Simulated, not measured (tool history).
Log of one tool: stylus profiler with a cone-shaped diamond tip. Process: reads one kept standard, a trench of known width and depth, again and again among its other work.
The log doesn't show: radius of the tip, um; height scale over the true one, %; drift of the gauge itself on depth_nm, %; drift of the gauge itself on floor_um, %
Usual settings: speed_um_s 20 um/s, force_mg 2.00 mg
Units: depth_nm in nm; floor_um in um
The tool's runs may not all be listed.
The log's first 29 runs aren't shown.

run	hour	speed_um_s	force_mg	scans with this tip	hours of work since the height scale was calibrated	depth_nm	floor_um
30	2358.1	34	2.93	3956	342	1016.67	43.87
31	2419.5	63	2.00	4374	378	1012.78	43.76
32	2515.8	27	0.73	5028	434	1006.74	43.86
33	2569.5	7	4.47	5393	466	1022.51	43.97
34	2680.6	5	3.68	6149	531	1019.81	43.99
35	2751.3	14	5.80	6630	573	1026.80	43.90
36	2800.3	29	1.70	6963	602	1011.37	43.87
37	2883.8	15	1.70	7530	651	1011.75	43.91
38	2969.9	30	1.48	8116	701	1010.87	43.87
39	3047.5	8	2.76	8644	747	1016.28	44.03
40	3154.9	20	4.33	9374	810	1022.39	43.93
41	3216.8	6	0.97	9795	846	1007.96	43.93
42	3286.6	56	1.32	10270	887	1009.77	43.72
43	3365.4	20	0.78	10805	933	1006.80	43.84
44	3469.4	20	0.78	11512	995	1006.61	43.85
45	3530.3	11	1.30	11927	1030	1009.49	43.95

3 ways to go on from here, each from the tool as it stands after run 45. What would each give?
# hour 3597.7: new tip fitted, height scale calibrated
A	3598.7	26	3.11	6	1	?	?
# hour 3597.7: new tip fitted, height scale calibrated
B	3598.7	55	1.30	6	1	?	?
# hour 3597.7: new tip fitted, height scale calibrated
C	3598.7	11	3.58	6	1	?	?

run	depth_nm	floor_um
A	1017.48	43.98
B	1010.16	43.79
C	1019.76	43.97
Without the tool's hidden state the same runs would have given:
run	depth_nm	floor_um
A	1017.48	43.98
B	1010.16	43.79
C	1019.76	43.97
